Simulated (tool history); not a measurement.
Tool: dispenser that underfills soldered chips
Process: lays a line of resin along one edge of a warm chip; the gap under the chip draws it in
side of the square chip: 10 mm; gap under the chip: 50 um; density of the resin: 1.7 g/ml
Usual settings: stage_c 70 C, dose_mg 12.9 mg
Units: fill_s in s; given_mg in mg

run 1 day=0.000 | stage_c=70 dose_mg=12.9 | fill_s=191.3 given_mg=12.80
run 2 day=0.254 | stage_c=70 dose_mg=12.9 | fill_s=257.5 given_mg=12.78
run 3 day=0.621 | stage_c=70 dose_mg=12.9 | fill_s=183.0 given_mg=12.73
run 4 day=0.808 | stage_c=70 dose_mg=12.9 | fill_s=225.1 given_mg=12.71
run 5 day=0.992 | stage_c=70 dose_mg=12.9 | fill_s=279.5 given_mg=12.64
run 6 day=1.338 | stage_c=70 dose_mg=12.9 | fill_s=197.4 given_mg=12.62
run 7 day=1.675 | stage_c=70 dose_mg=12.9 | fill_s=138.9 given_mg=12.60
run 8 day=1.958 | stage_c=70 dose_mg=12.9 | fill_s=191.0 given_mg=12.62
run 9 day=2.129 | stage_c=70 dose_mg=12.9 | fill_s=231.2 given_mg=12.56
run 10 day=2.346 | stage_c=70 dose_mg=12.9 | fill_s=139.0 given_mg=12.53
run 11 day=2.638 | stage_c=70 dose_mg=16.2 | fill_s=187.5 given_mg=15.72
run 12 day=2.888 | stage_c=70 dose_mg=14.4 | fill_s=246.8 given_mg=13.94
run 13 day=3.296 | stage_c=70 dose_mg=14.4 | fill_s=179.9 given_mg=14.41
run 14 day=3.458 | stage_c=70 dose_mg=14.4 | fill_s=217.7 given_mg=14.44
run 15 day=3.750 | stage_c=77 dose_mg=12.9 | fill_s=104.5 given_mg=12.92
run 16 day=3.933 | stage_c=77 dose_mg=12.9 | fill_s=125.8 given_mg=12.87
run 17 day=4.283 | stage_c=70 dose_mg=12.9 | fill_s=269.5 given_mg=12.86
run 18 day=4.517 | stage_c=70 dose_mg=12.9 | fill_s=162.7 given_mg=12.77
run 19 day=4.696 | stage_c=57 dose_mg=16.0 | fill_s=389.3 given_mg=15.85
run 20 day=4.854 | stage_c=59 dose_mg=12.4 | fill_s=422.2 given_mg=12.29
run 21 day=5.062 | stage_c=82 dose_mg=14.2 | fill_s=77.1 given_mg=13.99
run 22 day=5.304 | stage_c=67 dose_mg=14.2 | fill_s=212.8 given_mg=14.00
run 23 day=5.629 | stage_c=65 dose_mg=15.9 | fill_s=335.2 given_mg=15.60
run 24 day=5.933 | stage_c=57 dose_mg=16.7 | fill_s=350.3 given_mg=16.37
run 25 day=6.246 | stage_c=61 dose_mg=15.7 | fill_s=401.8 given_mg=15.35
run 26 day=6.592 | stage_c=61 dose_mg=15.7 | fill_s=276.8 given_mg=15.30
run 27 day=6.938 | stage_c=74 dose_mg=11.6 | fill_s=220.7 given_mg=11.23
run 28 day=7.100 | stage_c=57 dose_mg=13.5 | fill_s=295.0 given_mg=13.06
run 29 day=7.350 | stage_c=67 dose_mg=14.1 | fill_s=219.4 given_mg=14.04
run 30 day=7.604 | stage_c=64 dose_mg=11.3 | fill_s=366.9 given_mg=11.28
run 31 day=7.908 | stage_c=82 dose_mg=12.8 | fill_s=99.2 given_mg=12.69
run 32 day=8.267 | stage_c=82 dose_mg=15.6 | fill_s=143.1 given_mg=15.41
run 33 day=8.538 | stage_c=82 dose_mg=15.6 | fill_s=90.0 given_mg=15.44
run 34 day=8.733 | stage_c=82 dose_mg=14.4 | fill_s=116.4 given_mg=14.21
run 35 day=9.100 | stage_c=62 dose_mg=11.5 | fill_s=234.3 given_mg=11.35
run 36 day=9.304 | stage_c=62 dose_mg=11.5 | fill_s=295.1 given_mg=11.25

Taken out of this log: 16 entries between the listed runs. Where each belongs, and how the hidden state differs across it:
Between runs 2 and 3: new syringe of resin (day 0.354)
  resin's viscosity, % of fresh resin's: 189.5 -> 134.1; dose that the valve gives, % of what is set: 98.97 -> 98.68; true chip temperature over the reading, C: 0.1 -> 0.08
  measured less the result without the state, fill_s: +121.4 -> +46.3 s; given_mg: -0.13 -> -0.17 mg
Between runs 5 and 6: new syringe of resin (day 1.021)
  resin's viscosity, % of fresh resin's: 203.6 -> 144.3; dose that the valve gives, % of what is set: 98.35 -> 98.05; true chip temperature over the reading, C: 0.07 -> 0.06
  measured less the result without the state, fill_s: +142.2 -> +60.7 s; given_mg: -0.21 -> -0.25 mg
Between runs 6 and 7: new syringe of resin (day 1.675)
  resin's viscosity, % of fresh resin's: 144.3 -> 101.3; dose that the valve gives, % of what is set: 98.05 -> 97.8; true chip temperature over the reading, C: 0.06 -> 0.05
  measured less the result without the state, fill_s: +60.7 -> +1.9 s; given_mg: -0.25 -> -0.29 mg
Between runs 9 and 10: new syringe of resin (day 2.346)
  resin's viscosity, % of fresh resin's: 169.9 -> 100.4; dose that the valve gives, % of what is set: 97.41 -> 97.25; true chip temperature over the reading, C: 0.03 -> 0.02
  measured less the result without the state, fill_s: +95.6 -> +1.1 s; given_mg: -0.33 -> -0.36 mg
Between runs 12 and 13: new syringe of resin (day 3.004); dispensing valve cleaned and set on the balance (day 3.188)
  resin's viscosity, % of fresh resin's: 185.9 -> 133.4; dose that the valve gives, % of what is set: 96.77 -> 100.17; true chip temperature over the reading, C: 0 -> -0.01
  measured less the result without the state, fill_s: +114.5 -> +45.0 s; given_mg: -0.47 -> +0.02 mg
Between runs 14 and 15: new syringe of resin (day 3.704)
  resin's viscosity, % of fresh resin's: 160.3 -> 106.2; dose that the valve gives, % of what is set: 100.02 -> 99.76; true chip temperature over the reading, C: -0.02 -> -0.03
  measured less the result without the state, fill_s: +82.1 -> +6.2 s; given_mg: +0.00 -> -0.03 mg
Between runs 17 and 18: new syringe of resin (day 4.371)
  resin's viscosity, % of fresh resin's: 193.8 -> 118.5; dose that the valve gives, % of what is set: 99.3 -> 99.11; true chip temperature over the reading, C: -0.05 -> -0.06
  measured less the result without the state, fill_s: +130.8 -> +26.0 s; given_mg: -0.09 -> -0.12 mg
Between runs 20 and 21: new syringe of resin (day 5.025)
  resin's viscosity, % of fresh resin's: 173.4 -> 101.8; dose that the valve gives, % of what is set: 98.82 -> 98.66; true chip temperature over the reading, C: -0.07 -> -0.08
  measured less the result without the state, fill_s: +179.9 -> +1.7 s; given_mg: -0.15 -> -0.19 mg
Between runs 23 and 24: new syringe of resin (day 5.683)
  resin's viscosity, % of fresh resin's: 192.9 -> 131.8; dose that the valve gives, % of what is set: 98.14 -> 97.9; true chip temperature over the reading, C: -0.1 -> -0.11
  measured less the result without the state, fill_s: +162.7 -> +86.3 s; given_mg: -0.30 -> -0.35 mg
Between runs 25 and 26: new syringe of resin (day 6.354)
  resin's viscosity, % of fresh resin's: 187.6 -> 130.6; dose that the valve gives, % of what is set: 97.65 -> 97.36; true chip temperature over the reading, C: -0.12 -> -0.13
  measured less the result without the state, fill_s: +189.5 -> +66.9 s; given_mg: -0.37 -> -0.41 mg
Between runs 27 and 28: new syringe of resin (day 7.012)
  resin's viscosity, % of fresh resin's: 193.1 -> 109.3; dose that the valve gives, % of what is set: 97.07 -> 96.94
  measured less the result without the state, fill_s: +108.2 -> +28.2 s; given_mg: -0.34 -> -0.41 mg
Between runs 28 and 29: dispensing valve cleaned and set on the balance (day 7.162)
  resin's viscosity, % of fresh resin's: 109.3 -> 138.5; dose that the valve gives, % of what is set: 96.94 -> 99.66; true chip temperature over the reading, C: -0.15 -> -0.16
  measured less the result without the state, fill_s: +28.2 -> +62.2 s; given_mg: -0.41 -> -0.05 mg
Between runs 30 and 31: new syringe of resin (day 7.712)
  resin's viscosity, % of fresh resin's: 184.5 -> 127.3; dose that the valve gives, % of what is set: 99.45 -> 99.19; true chip temperature over the reading, C: -0.17 -> -0.18
  measured less the result without the state, fill_s: +169.9 -> +22.0 s; given_mg: -0.06 -> -0.11 mg
Between runs 32 and 33: new syringe of resin (day 8.375)
  resin's viscosity, % of fresh resin's: 190.7 -> 121.3; dose that the valve gives, % of what is set: 98.86 -> 98.65; true chip temperature over the reading, C: -0.19 -> -0.2
  measured less the result without the state, fill_s: +68.8 -> +16.6 s; given_mg: -0.17 -> -0.21 mg
Between runs 34 and 35: new syringe of resin (day 9.038)
  resin's viscosity, % of fresh resin's: 151.1 -> 108.2; dose that the valve gives, % of what is set: 98.48 -> 98.2; true chip temperature over the reading, C: -0.21 -> -0.22
  measured less the result without the state, fill_s: +40.3 -> +21.2 s; given_mg: -0.21 -> -0.21 mg

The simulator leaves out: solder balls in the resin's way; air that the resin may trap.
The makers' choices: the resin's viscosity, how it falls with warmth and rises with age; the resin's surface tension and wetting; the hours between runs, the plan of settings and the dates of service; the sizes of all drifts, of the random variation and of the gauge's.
